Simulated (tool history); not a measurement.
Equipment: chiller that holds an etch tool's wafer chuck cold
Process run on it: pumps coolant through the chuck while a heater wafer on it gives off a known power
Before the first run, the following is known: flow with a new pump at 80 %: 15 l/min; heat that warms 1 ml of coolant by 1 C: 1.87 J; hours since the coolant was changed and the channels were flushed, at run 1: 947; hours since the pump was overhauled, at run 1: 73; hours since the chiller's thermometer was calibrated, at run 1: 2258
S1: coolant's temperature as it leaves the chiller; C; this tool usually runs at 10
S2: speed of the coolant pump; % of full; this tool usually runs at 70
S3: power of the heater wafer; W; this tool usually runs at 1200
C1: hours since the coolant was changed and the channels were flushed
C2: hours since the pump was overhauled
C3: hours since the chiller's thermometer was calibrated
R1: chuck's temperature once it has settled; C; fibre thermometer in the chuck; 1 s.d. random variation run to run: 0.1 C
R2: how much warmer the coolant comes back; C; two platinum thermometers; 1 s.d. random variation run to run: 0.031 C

{"run": 1, "hour": 0.0, "S1": 10, "S2": 70, "S3": 1200, "C1": 947, "C2": 73, "C3": 2258, "R1": 20.0, "R2": 2.98}
{"run": 2, "hour": 36.9, "S1": 10, "S2": 70, "S3": 1200, "C1": 984, "C2": 110, "C3": 2295, "R1": 20.0, "R2": 3.0}
{"run": 3, "hour": 95.5, "S1": 5, "S2": 70, "S3": 1200, "C1": 1043, "C2": 169, "C3": 2354, "R1": 15.2, "R2": 2.97}
{"run": 4, "hour": 161.7, "S1": 10, "S2": 70, "S3": 1705, "C1": 1109, "C2": 235, "C3": 2420, "R1": 24.5, "R2": 4.23}
{"run": 5, "hour": 214.0, "S1": 16, "S2": 70, "S3": 1200, "C1": 1161, "C2": 287, "C3": 2472, "R1": 26.1, "R2": 3.0}
{"run": 6, "hour": 262.6, "S1": 16, "S2": 70, "S3": 1200, "C1": 1210, "C2": 336, "C3": 2521, "R1": 26.3, "R2": 2.95}
{"run": 7, "hour": 317.9, "S1": 10, "S2": 64, "S3": 1200, "C1": 1265, "C2": 391, "C3": 2576, "R1": 20.9, "R2": 3.3}
{"run": 8, "hour": 363.5, "S1": 10, "S2": 64, "S3": 1200, "C1": 1311, "C2": 437, "C3": 2622, "R1": 20.8, "R2": 3.32}
{"run": 9, "hour": 429.8, "S1": 10, "S2": 64, "S3": 1200, "C1": 1377, "C2": 503, "C3": 2688, "R1": 20.7, "R2": 3.28}
{"run": 10, "hour": 511.6, "S1": 10, "S2": 70, "S3": 1200, "C1": 1459, "C2": 585, "C3": 2770, "R1": 20.3, "R2": 3.05}
{"run": 11, "hour": 591.2, "S1": 10, "S2": 70, "S3": 1200, "C1": 1538, "C2": 665, "C3": 2849, "R1": 20.2, "R2": 3.0}
{"run": 12, "hour": 630.2, "S1": 10, "S2": 70, "S3": 1200, "C1": 1577, "C2": 704, "C3": 2888, "R1": 20.3, "R2": 3.07}
{"run": 13, "hour": 684.6, "S1": 10, "S2": 70, "S3": 1034, "C1": 1632, "C2": 758, "C3": 2943, "R1": 18.8, "R2": 2.64}
{"run": 14, "hour": 724.6, "S1": 18, "S2": 70, "S3": 1200, "C1": 1672, "C2": 798, "C3": 2983, "R1": 28.4, "R2": 3.07}
{"run": 15, "hour": 785.1, "S1": 18, "S2": 70, "S3": 1200, "C1": 1732, "C2": 858, "C3": 3043, "R1": 28.3, "R2": 3.05}
{"hour": 793.7, "done": "chiller's thermometer calibrated"}
{"run": 16, "hour": 861.3, "S1": 18, "S2": 70, "S3": 1200, "C1": 1808, "C2": 934, "C3": 68, "R1": 28.2, "R2": 3.08}
{"run": 17, "hour": 908.0, "S1": 18, "S2": 70, "S3": 1200, "C1": 1854, "C2": 980, "C3": 114, "R1": 28.4, "R2": 3.06}
{"run": 18, "hour": 960.4, "S1": 10, "S2": 81, "S3": 1025, "C1": 1907, "C2": 1033, "C3": 167, "R1": 18.0, "R2": 2.24}
{"run": 19, "hour": 1021.3, "S1": 10, "S2": 81, "S3": 1025, "C1": 1968, "C2": 1094, "C3": 228, "R1": 17.8, "R2": 2.23}
{"run": 20, "hour": 1065.6, "S1": 10, "S2": 85, "S3": 673, "C1": 2012, "C2": 1138, "C3": 272, "R1": 14.9, "R2": 1.37}
{"run": 21, "hour": 1100.8, "S1": 12, "S2": 85, "S3": 1068, "C1": 2047, "C2": 1173, "C3": 307, "R1": 20.2, "R2": 2.19}
{"hour": 1105.4, "done": "chiller's thermometer calibrated, once more"}
{"run": 22, "hour": 1168.1, "S1": 12, "S2": 85, "S3": 1068, "C1": 2113, "C2": 1239, "C3": 63, "R1": 20.6, "R2": 2.19}
{"run": 23, "hour": 1231.3, "S1": 12, "S2": 85, "S3": 1068, "C1": 2177, "C2": 1303, "C3": 126, "R1": 20.8, "R2": 2.21}
{"run": 24, "hour": 1302.7, "S1": 11, "S2": 65, "S3": 1125, "C1": 2248, "C2": 1374, "C3": 197, "R1": 21.6, "R2": 3.15}
{"run": 25, "hour": 1346.3, "S1": 11, "S2": 65, "S3": 1125, "C1": 2292, "C2": 1418, "C3": 241, "R1": 21.7, "R2": 3.13}
{"run": 26, "hour": 1413.9, "S1": 11, "S2": 65, "S3": 617, "C1": 2359, "C2": 1485, "C3": 309, "R1": 16.9, "R2": 1.74}
{"run": 27, "hour": 1474.9, "S1": 8, "S2": 61, "S3": 744, "C1": 2420, "C2": 1546, "C3": 370, "R1": 15.4, "R2": 2.24}
{"run": 28, "hour": 1521.4, "S1": 16, "S2": 84, "S3": 1200, "C1": 2467, "C2": 1593, "C3": 416, "R1": 25.9, "R2": 2.7}
{"run": 29, "hour": 1594.6, "S1": 9, "S2": 70, "S3": 1687, "C1": 2540, "C2": 1666, "C3": 489, "R1": 24.3, "R2": 4.37}
{"run": 30, "hour": 1640.3, "S1": 9, "S2": 70, "S3": 1687, "C1": 2586, "C2": 1712, "C3": 535, "R1": 24.5, "R2": 4.41}
{"run": 31, "hour": 1678.2, "S1": 1, "S2": 97, "S3": 1687, "C1": 2623, "C2": 1750, "C3": 573, "R1": 13.9, "R2": 3.08}
{"run": 32, "hour": 1727.9, "S1": 10, "S2": 70, "S3": 986, "C1": 2673, "C2": 1799, "C3": 623, "R1": 19.1, "R2": 2.61}
{"run": 33, "hour": 1771.4, "S1": 10, "S2": 74, "S3": 986, "C1": 2717, "C2": 1843, "C3": 666, "R1": 18.9, "R2": 2.41}

3 ways to go on from here, each from the tool as it stands after run 33. What would each give?
{"run": "A", "hour": 1830.7, "S1": 10, "S2": 62, "S3": 795, "C1": 2776, "C2": 1902, "C3": 725, "R1": "?", "R2": "?"}
{"run": "B", "hour": 1830.7, "S1": 10, "S2": 74, "S3": 1567, "C1": 2776, "C2": 1902, "C3": 725, "R1": "?", "R2": "?"}
{"run": "C", "hour": 1830.7, "S1": 10, "S2": 93, "S3": 1511, "C1": 2776, "C2": 1902, "C3": 725, "R1": "?", "R2": "?"}

run=A R1=17.7 R2=2.33
run=B R1=23.9 R2=3.82
run=C R1=21.7 R2=2.93
Had the tool no hidden state, the same runs would have come out as:
run=A R1=17.0 R2=2.20
run=B R1=22.6 R2=3.61
run=C R1=20.6 R2=2.76

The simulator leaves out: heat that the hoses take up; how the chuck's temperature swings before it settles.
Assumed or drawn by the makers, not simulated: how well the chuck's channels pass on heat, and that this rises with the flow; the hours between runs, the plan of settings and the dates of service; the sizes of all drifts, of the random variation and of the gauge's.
